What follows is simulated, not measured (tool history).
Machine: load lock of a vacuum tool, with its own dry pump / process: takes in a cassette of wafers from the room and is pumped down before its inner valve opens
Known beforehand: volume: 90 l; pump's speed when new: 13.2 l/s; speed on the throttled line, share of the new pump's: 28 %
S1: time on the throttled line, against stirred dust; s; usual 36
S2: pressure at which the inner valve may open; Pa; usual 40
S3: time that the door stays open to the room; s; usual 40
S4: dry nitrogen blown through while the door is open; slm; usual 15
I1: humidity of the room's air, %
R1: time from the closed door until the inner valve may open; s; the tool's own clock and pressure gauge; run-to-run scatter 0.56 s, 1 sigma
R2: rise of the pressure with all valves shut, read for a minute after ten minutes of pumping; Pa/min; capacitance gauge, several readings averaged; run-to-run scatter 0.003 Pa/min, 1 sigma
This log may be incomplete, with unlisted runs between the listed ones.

{"run": 1, "day": 0.0, "S1": 36, "S2": 40, "S3": 40, "S4": 15, "I1": 42.8, "R1": 79.1, "R2": 0.011}
{"run": 2, "day": 5.717, "S1": 36, "S2": 40, "S3": 40, "S4": 26, "I1": 42.8, "R1": 80.0, "R2": 0.007}
{"run": 3, "day": 16.458, "S1": 36, "S2": 40, "S3": 40, "S4": 13, "I1": 47.3, "R1": 79.6, "R2": 0.014}
{"run": 4, "day": 23.417, "S1": 36, "S2": 40, "S3": 40, "S4": 13, "I1": 43.6, "R1": 79.8, "R2": 0.016}
{"run": 5, "day": 34.225, "S1": 36, "S2": 40, "S3": 40, "S4": 15, "I1": 44.2, "R1": 79.1, "R2": 0.014}
{"run": 6, "day": 43.7, "S1": 36, "S2": 40, "S3": 40, "S4": 41, "I1": 45.8, "R1": 79.8, "R2": 0.005}
{"run": 7, "day": 49.354, "S1": 36, "S2": 40, "S3": 40, "S4": 41, "I1": 48.4, "R1": 80.0, "R2": 0.007}
{"run": 8, "day": 59.112, "S1": 36, "S2": 40, "S3": 40, "S4": 41, "I1": 41.9, "R1": 79.8, "R2": 0.012}
{"run": 9, "day": 64.333, "S1": 36, "S2": 40, "S3": 40, "S4": 15, "I1": 49.6, "R1": 78.4, "R2": 0.013}
{"run": 10, "day": 75.204, "S1": 36, "S2": 40, "S3": 40, "S4": 15, "I1": 47.2, "R1": 79.4, "R2": 0.014}
{"run": 11, "day": 81.062, "S1": 36, "S2": 40, "S3": 40, "S4": 15, "I1": 45.5, "R1": 79.6, "R2": 0.019}
{"run": 12, "day": 89.588, "S1": 36, "S2": 40, "S3": 40, "S4": 15, "I1": 42.5, "R1": 79.4, "R2": 0.015}
{"run": 13, "day": 97.058, "S1": 36, "S2": 53, "S3": 40, "S4": 15, "I1": 45.9, "R1": 77.6, "R2": 0.007}
{"run": 14, "day": 103.371, "S1": 48, "S2": 53, "S3": 40, "S4": 14, "I1": 43.3, "R1": 86.5, "R2": 0.012}
{"run": 15, "day": 112.283, "S1": 48, "S2": 53, "S3": 40, "S4": 14, "I1": 48.1, "R1": 86.9, "R2": 0.016}
{"run": 16, "day": 120.375, "S1": 48, "S2": 53, "S3": 40, "S4": 14, "I1": 43.8, "R1": 85.8, "R2": 0.017}
{"run": 17, "day": 127.121, "S1": 48, "S2": 53, "S3": 40, "S4": 14, "I1": 47.8, "R1": 85.8, "R2": 0.018}
{"run": 18, "day": 136.379, "S1": 37, "S2": 53, "S3": 85, "S4": 14, "I1": 42.7, "R1": 77.9, "R2": 0.017}
{"run": 19, "day": 143.208, "S1": 22, "S2": 45, "S3": 148, "S4": 34, "I1": 44.1, "R1": 68.1, "R2": 0.009}
{"run": 20, "day": 154.621, "S1": 22, "S2": 50, "S3": 206, "S4": 34, "I1": 42.2, "R1": 67.4, "R2": 0.013}

4 ways to go on from here, each from the tool as it stands after run 20. What would each give?
{"run": "A", "day": 162.992, "S1": 57, "S2": 50, "S3": 206, "S4": 10, "I1": 45.6, "R1": "?", "R2": "?"}
{"run": "B", "day": 162.992, "S1": 58, "S2": 40, "S3": 117, "S4": 9, "I1": 44.6, "R1": "?", "R2": "?"}
{"run": "C", "day": 162.992, "S1": 51, "S2": 40, "S3": 116, "S4": 16, "I1": 42.1, "R1": "?", "R2": "?"}
{"run": "D", "day": 162.992, "S1": 46, "S2": 40, "S3": 40, "S4": 15, "I1": 45.5, "R1": "?", "R2": "?"}

run=A R1=93.0 R2=0.031
run=B R1=96.2 R2=0.022
run=C R1=89.0 R2=0.021
run=D R1=85.4 R2=0.017
What these runs would have given with no unlogged condition in the tool:
run=A R1=93.0 R2=0.031
run=B R1=96.2 R2=0.022
run=C R1=89.0 R2=0.020
run=D R1=85.4 R2=0.017
